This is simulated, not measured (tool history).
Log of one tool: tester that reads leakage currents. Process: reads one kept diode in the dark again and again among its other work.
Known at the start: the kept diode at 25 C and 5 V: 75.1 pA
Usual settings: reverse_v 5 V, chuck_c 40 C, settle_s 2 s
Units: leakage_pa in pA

{"run": 1, "hour": 0.0, "reverse_v": 5, "chuck_c": 40, "settle_s": 2, "leakage_pa": 254.87}
{"run": 2, "hour": 126.9, "reverse_v": 9.42, "chuck_c": 40, "settle_s": 2, "leakage_pa": 325.3}
{"hour": 239.5, "done": "chuck's temperature calibrated"}
{"run": 3, "hour": 294.2, "reverse_v": 5, "chuck_c": 60, "settle_s": 2, "leakage_pa": 1244.45}
{"run": 4, "hour": 385.0, "reverse_v": 5, "chuck_c": 60, "settle_s": 2, "leakage_pa": 1238.19}
{"run": 5, "hour": 466.8, "reverse_v": 5, "chuck_c": 40, "settle_s": 2, "leakage_pa": 271.65}
{"run": 6, "hour": 549.9, "reverse_v": 5, "chuck_c": 40, "settle_s": 2, "leakage_pa": 273.28}
{"run": 7, "hour": 739.9, "reverse_v": 5, "chuck_c": 40, "settle_s": 2, "leakage_pa": 269.75}
{"run": 8, "hour": 863.7, "reverse_v": 5, "chuck_c": 40, "settle_s": 2, "leakage_pa": 269.66}
{"run": 9, "hour": 1016.6, "reverse_v": 5, "chuck_c": 40, "settle_s": 2, "leakage_pa": 269.51}
{"run": 10, "hour": 1129.7, "reverse_v": 5, "chuck_c": 40, "settle_s": 2, "leakage_pa": 268.08}
{"run": 11, "hour": 1218.4, "reverse_v": 5, "chuck_c": 40, "settle_s": 2, "leakage_pa": 268.76}
{"hour": 1279.3, "done": "probe card cleaned and baked"}
{"run": 12, "hour": 1391.9, "reverse_v": 5, "chuck_c": 40, "settle_s": 2, "leakage_pa": 263.48}
{"run": 13, "hour": 1561.8, "reverse_v": 5, "chuck_c": 40, "settle_s": 2, "leakage_pa": 262.01}

Forecast run 14:
{"run": 14, "hour": 1688.8, "reverse_v": 5, "chuck_c": 40, "settle_s": 2, "leakage_pa": "?"}

{"run 14": {"leakage_pa": 259.29}}
Without the tool's hidden state the same run would have given leakage_pa 269.04 pA.

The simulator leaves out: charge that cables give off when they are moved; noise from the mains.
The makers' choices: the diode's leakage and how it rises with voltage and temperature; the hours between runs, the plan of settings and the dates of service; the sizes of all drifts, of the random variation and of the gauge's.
